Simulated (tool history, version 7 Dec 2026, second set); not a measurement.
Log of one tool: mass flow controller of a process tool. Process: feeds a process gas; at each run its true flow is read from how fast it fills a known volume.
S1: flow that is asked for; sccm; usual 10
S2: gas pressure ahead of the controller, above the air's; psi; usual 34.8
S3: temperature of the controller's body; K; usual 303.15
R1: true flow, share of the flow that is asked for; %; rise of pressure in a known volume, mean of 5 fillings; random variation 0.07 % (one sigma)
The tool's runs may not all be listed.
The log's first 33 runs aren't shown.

run,day,S1,S2,S3,R1
34,231.033,3,24.4,305.15,98.95
35,238.275,10,34.8,311.15,98.67
36,243.871,10,34.8,311.15,98.69
37,251.162,10,34.8,311.15,98.66
38,259.746,4,34.1,298.15,99.41
39,265.425,4,34.1,298.15,99.37
40,269.758,6,25.1,302.15,99.39
41,277.546,12,35.5,305.15,99.10

Forecast each of these 4 alternatives for the next run:
# day 279.792: controller exchanged for a calibrated one
A,287.242,2,34.8,303.15,?
# day 279.792: controller exchanged for a calibrated one
B,287.242,2,29.0,298.15,?
# day 279.792: controller exchanged for a calibrated one
C,287.242,16,26.0,303.15,?
# day 279.792: controller exchanged for a calibrated one
D,287.242,3,24.2,303.15,?

run,R1
A,99.02
B,99.46
C,99.59
D,99.17
Without the tool's hidden state the same runs would have given:
run,R1
A,99.03
B,99.46
C,99.59
D,99.17

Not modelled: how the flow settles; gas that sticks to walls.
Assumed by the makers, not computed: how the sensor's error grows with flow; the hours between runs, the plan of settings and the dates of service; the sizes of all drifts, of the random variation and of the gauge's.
